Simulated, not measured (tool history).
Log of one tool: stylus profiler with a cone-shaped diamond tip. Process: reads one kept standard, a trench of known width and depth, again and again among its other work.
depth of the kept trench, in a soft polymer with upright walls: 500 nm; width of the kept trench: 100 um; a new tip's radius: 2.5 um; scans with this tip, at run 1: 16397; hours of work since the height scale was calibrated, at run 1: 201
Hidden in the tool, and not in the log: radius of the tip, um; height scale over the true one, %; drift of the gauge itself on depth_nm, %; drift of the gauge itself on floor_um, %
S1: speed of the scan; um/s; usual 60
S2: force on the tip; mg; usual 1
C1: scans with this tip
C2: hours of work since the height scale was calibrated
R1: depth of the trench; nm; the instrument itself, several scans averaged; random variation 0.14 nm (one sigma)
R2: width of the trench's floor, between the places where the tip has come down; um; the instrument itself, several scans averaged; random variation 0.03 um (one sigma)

Run 1, hour 0: usual settings; C1 16397; C2 201. Result: R1 503.22 nm, R2 95.58 um.
Run 2, hour 64.2: usual settings; C1 17049; C2 246. Result: R1 503.01 nm, R2 95.52 um.
Run 3, hour 122.7: usual settings but S2 2.05 mg; C1 17643; C2 287. Result: R1 505.25 nm, R2 95.6 um.
Run 4, hour 226.2: usual settings but S2 2.05 mg; C1 18692; C2 360. Result: R1 505.11 nm, R2 95.52 um.
Run 5, hour 306.2: usual settings but S2 0.36 mg; C1 19505; C2 416. Result: R1 500.94 nm, R2 95.13 um.
At hour 334.7: new tip fitted, height scale calibrated.
Run 6, hour 412: usual settings but S2 2.37 mg; C1 784; C2 54. Result: R1 506.46 nm, R2 96.63 um.
Run 7, hour 519.6: usual settings; C1 1876; C2 130. Result: R1 503.29 nm, R2 96.5 um.
Run 8, hour 610: usual settings but S2 2.46 mg; C1 2794; C2 194. Result: R1 506.42 nm, R2 96.57 um.
Run 9, hour 731.6: usual settings; C1 4028; C2 279. Result: R1 503.27 nm, R2 96.32 um.
Run 10, hour 856.1: usual settings; C1 5291; C2 367. Result: R1 502.72 nm, R2 96.22 um.
Run 11, hour 949.3: usual settings; C1 6238; C2 433. Result: R1 503.1 nm, R2 96.17 um.
Run 12, hour 1058.8: usual settings; C1 7348; C2 510. Result: R1 502.64 nm, R2 96.04 um.
Run 13, hour 1169.5: usual settings; C1 8472; C2 588. Result: R1 502.44 nm, R2 95.99 um.
Run 14, hour 1261.6: usual settings; C1 9407; C2 653. Result: R1 502.52 nm, R2 95.93 um.
Run 15, hour 1338.9: usual settings but S2 2.15 mg; C1 10191; C2 707. Result: R1 504.8 nm, R2 96.04 um.
Run 16, hour 1400: usual settings but S2 2.15 mg; C1 10811; C2 750. Result: R1 504.84 nm, R2 96.05 um.
Run 17, hour 1533: usual settings but S2 2.15 mg; C1 12161; C2 844. Result: R1 504.52 nm, R2 95.91 um.
Run 18, hour 1604.4: usual settings; C1 12886; C2 894. Result: R1 501.83 nm, R2 95.74 um.
At hour 1652.1: height scale calibrated on a step standard.
Run 19, hour 1670: usual settings; C1 13547; C2 13. Result: R1 501.16 nm, R2 95.68 um.
Run 20, hour 1807.2: usual settings but S1 31 um/s; C1 14940; C2 109. Result: R1 501.2 nm, R2 95.77 um.
Run 21, hour 1873: usual settings but S1 31 um/s; C1 15607; C2 156. Result: R1 500.96 nm, R2 95.8 um.
Run 22, hour 1933.7: usual settings but S1 31 um/s; C1 16223; C2 198. Result: R1 500.9 nm, R2 95.69 um.
Run 23, hour 2035.1: usual settings but S1 31 um/s; C1 17252; C2 270. Result: R1 500.83 nm, R2 95.66 um.
Run 24, hour 2113.4: usual settings but S1 139 um/s; C1 18047; C2 325. Result: R1 501.04 nm, R2 94.88 um.
Run 25, hour 2184.4: usual settings but S1 22 um/s, S2 0.87 mg; C1 18767; C2 375. Result: R1 500.17 nm, R2 95.61 um.
At hour 2281.9: new tip fitted, height scale calibrated.
Run 26, hour 2304.6: usual settings but S1 71 um/s; C1 230; C2 16. Result: R1 503.74 nm, R2 96.64 um.
At hour 2381.5: height scale calibrated on a step standard, once more.
Run 27, hour 2398.3: usual settings but S1 17 um/s, S2 0.95 mg; C1 1176; C2 12. Result: R1 503.6 nm, R2 96.88 um.
Run 28, hour 2506.2: usual settings but S1 17 um/s, S2 0.95 mg; C1 2271; C2 88. Result: R1 503.57 nm, R2 96.75 um.
Run 29, hour 2622.4: usual settings but S1 159 um/s, S2 0.83 mg; C1 3451; C2 170. Result: R1 502.95 nm, R2 95.73 um.
Run 30, hour 2720.1: usual settings but S1 40 um/s, S2 2.17 mg; C1 4442; C2 238. Result: R1 505.93 nm, R2 96.56 um.
Run 31, hour 2817.2: usual settings but S1 229 um/s, S2 2.87 mg; C1 5428; C2 307. Result: R1 506.95 nm, R2 95.79 um.
Run 32, hour 2915.6: usual settings but S1 171 um/s, S2 1.86 mg; C1 6426; C2 376. Result: R1 504.97 nm, R2 95.78 um.
Run 33, hour 2997.1: usual settings but S1 112 um/s, S2 1.86 mg; C1 7253; C2 434. Result: R1 505.05 nm, R2 95.99 um.
Run 34, hour 3076.9: usual settings but S1 112 um/s, S2 1.86 mg; C1 8063; C2 490. Result: R1 504.33 nm, R2 95.92 um.
Run 35, hour 3197.8: usual settings but S1 34 um/s, S2 0.35 mg; C1 9291; C2 575. Result: R1 501.1 nm, R2 96.03 um.
Run 36, hour 3316: usual settings but S1 34 um/s, S2 0.35 mg; C1 10489; C2 658. Result: R1 500.83 nm, R2 95.95 um.
Run 37, hour 3380.9: usual settings but S1 42 um/s, S2 2.02 mg; C1 11149; C2 704. Result: R1 504.55 nm, R2 96.08 um.
Run 38, hour 3439.2: usual settings but S1 42 um/s, S2 1.29 mg; C1 11740; C2 745. Result: R1 503.25 nm, R2 95.99 um.
Run 39, hour 3544.2: usual settings but S1 139 um/s, S2 0.68 mg; C1 12806; C2 819. Result: R1 501.71 nm, R2 95.05 um.
Run 40, hour 3663.3: usual settings but S1 139 um/s, S2 0.68 mg; C1 14015; C2 903. Result: R1 501.6 nm, R2 95.06 um.
At hour 3693.9: height scale calibrated on a step standard.
Run 41, hour 3745.8: usual settings but S2 2.75 mg; C1 14847; C2 37. Result: R1 506.92 nm, R2 95.83 um.
Run 42, hour 3857.7: usual settings but S1 23 um/s, S2 1.89 mg; C1 15982; C2 115. Result: R1 504.94 nm, R2 95.87 um.
Run 43, hour 3982.8: usual settings but S1 16 um/s, S2 0.71 mg; C1 17252; C2 203. Result: R1 502.38 nm, R2 95.85 um.
Run 44, hour 4112.3: usual settings but S1 40 um/s, S2 0.36 mg; C1 18566; C2 295. Result: R1 501.11 nm, R2 95.38 um.

Some steps in R1 between neighbouring runs. How much of each would the tool show without its hidden state too (settings, what came in, random variation), and how much is left for the hidden state, with any gauge scatter that isn't in both results?
Run 4 -> 5: S2 2.05 -> 0.36. R1 -4.17 nm: hidden state -0.1, all else -4.07.
Run 5 -> 6: S2 0.36 -> 2.37, new tip fitted, height scale calibrated. R1 +5.52 nm: hidden state +0.58, all else +4.94.
Run 18 -> 19: height scale calibrated on a step standard. R1 -0.67 nm: hidden state -0.73, all else +0.06.
Run 25 -> 26: S1 22 -> 71, S2 0.87 -> 1, new tip fitted, height scale calibrated. R1 +3.57 nm: hidden state +3.13, all else +0.44.
Run 40 -> 41: S1 139 -> 60, S2 0.68 -> 2.75, height scale calibrated on a step standard. R1 +5.32 nm: hidden state +1.22, all else +4.1.

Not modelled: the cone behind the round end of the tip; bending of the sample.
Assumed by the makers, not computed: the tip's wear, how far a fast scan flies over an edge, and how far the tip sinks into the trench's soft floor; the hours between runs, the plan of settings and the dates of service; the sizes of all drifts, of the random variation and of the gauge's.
